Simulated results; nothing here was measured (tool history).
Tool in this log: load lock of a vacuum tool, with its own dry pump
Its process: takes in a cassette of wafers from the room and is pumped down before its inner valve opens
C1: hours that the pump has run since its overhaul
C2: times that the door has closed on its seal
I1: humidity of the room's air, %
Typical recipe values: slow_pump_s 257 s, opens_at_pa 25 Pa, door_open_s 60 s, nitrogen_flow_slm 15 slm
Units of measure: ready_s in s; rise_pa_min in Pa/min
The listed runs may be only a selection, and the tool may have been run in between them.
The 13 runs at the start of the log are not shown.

run 14 hour=1912.6 | slow_pump_s=257 opens_at_pa=25 door_open_s=60 nitrogen_flow_slm=12 | C1=7861 C2=15252 | I1=44.3 | ready_s=395.8 rise_pa_min=0.033
run 15 hour=2131.5 | slow_pump_s=257 opens_at_pa=25 door_open_s=60 nitrogen_flow_slm=12 | C1=8079 C2=15708 | I1=47.5 | ready_s=398.9 rise_pa_min=0.029
run 16 hour=2253.0 | slow_pump_s=257 opens_at_pa=25 door_open_s=60 nitrogen_flow_slm=15 | C1=8201 C2=15961 | I1=44.4 | ready_s=397.3 rise_pa_min=0.025
run 17 hour=2416.0 | slow_pump_s=257 opens_at_pa=25 door_open_s=60 nitrogen_flow_slm=15 | C1=8364 C2=16300 | I1=42.9 | ready_s=397.9 rise_pa_min=0.029
run 18 hour=2509.1 | slow_pump_s=257 opens_at_pa=25 door_open_s=60 nitrogen_flow_slm=15 | C1=8457 C2=16495 | I1=45.7 | ready_s=397.1 rise_pa_min=0.031
run 19 hour=2703.1 | slow_pump_s=257 opens_at_pa=25 door_open_s=60 nitrogen_flow_slm=15 | C1=8651 C2=16899 | I1=45.0 | ready_s=400.5 rise_pa_min=0.025
run 20 hour=2815.6 | slow_pump_s=477 opens_at_pa=25 door_open_s=59 nitrogen_flow_slm=15 | C1=8764 C2=17133 | I1=44.8 | ready_s=588.8 rise_pa_min=0.029
run 21 hour=3022.6 | slow_pump_s=477 opens_at_pa=27 door_open_s=59 nitrogen_flow_slm=11 | C1=8971 C2=17564 | I1=43.9 | ready_s=589.8 rise_pa_min=0.026
run 22 hour=3238.9 | slow_pump_s=477 opens_at_pa=27 door_open_s=59 nitrogen_flow_slm=11 | C1=9187 C2=18015 | I1=39.9 | ready_s=588.6 rise_pa_min=0.029
run 23 hour=3454.9 | slow_pump_s=302 opens_at_pa=32 door_open_s=74 nitrogen_flow_slm=7 | C1=9403 C2=18465 | I1=44.5 | ready_s=432.6 rise_pa_min=0.040
run 24 hour=3609.9 | slow_pump_s=302 opens_at_pa=32 door_open_s=74 nitrogen_flow_slm=7 | C1=9558 C2=18788 | I1=43.1 | ready_s=431.6 rise_pa_min=0.039
run 25 hour=3832.2 | slow_pump_s=234 opens_at_pa=25 door_open_s=60 nitrogen_flow_slm=5 | C1=9780 C2=19251 | I1=46.9 | ready_s=380.3 rise_pa_min=0.038
run 26 hour=4059.2 | slow_pump_s=234 opens_at_pa=34 door_open_s=155 nitrogen_flow_slm=5 | C1=10007 C2=19724 | I1=44.9 | ready_s=371.9 rise_pa_min=0.064
run 27 hour=4178.9 | slow_pump_s=178 opens_at_pa=42 door_open_s=185 nitrogen_flow_slm=5 | C1=10127 C2=19973 | I1=45.1 | ready_s=318.5 rise_pa_min=0.068
run 28 hour=4271.8 | slow_pump_s=178 opens_at_pa=42 door_open_s=185 nitrogen_flow_slm=5 | C1=10220 C2=20167 | I1=48.3 | ready_s=320.8 rise_pa_min=0.071
run 29 hour=4490.7 | slow_pump_s=257 opens_at_pa=43 door_open_s=126 nitrogen_flow_slm=5 | C1=10439 C2=20623 | I1=43.9 | ready_s=386.5 rise_pa_min=0.059

The next listed run, before its measurement:
run 30 hour=4638.3 | slow_pump_s=147 opens_at_pa=37 door_open_s=60 nitrogen_flow_slm=15 | C1=10586 C2=20930 | I1=40.8 | ready_s=? rise_pa_min=?

{"run 30": {"ready_s": 295.4, "rise_pa_min": 0.026}}
On a tool with no hidden condition, and with the same random variation, this run would have come out at ready_s 295.4 s, rise_pa_min 0.026 Pa/min.
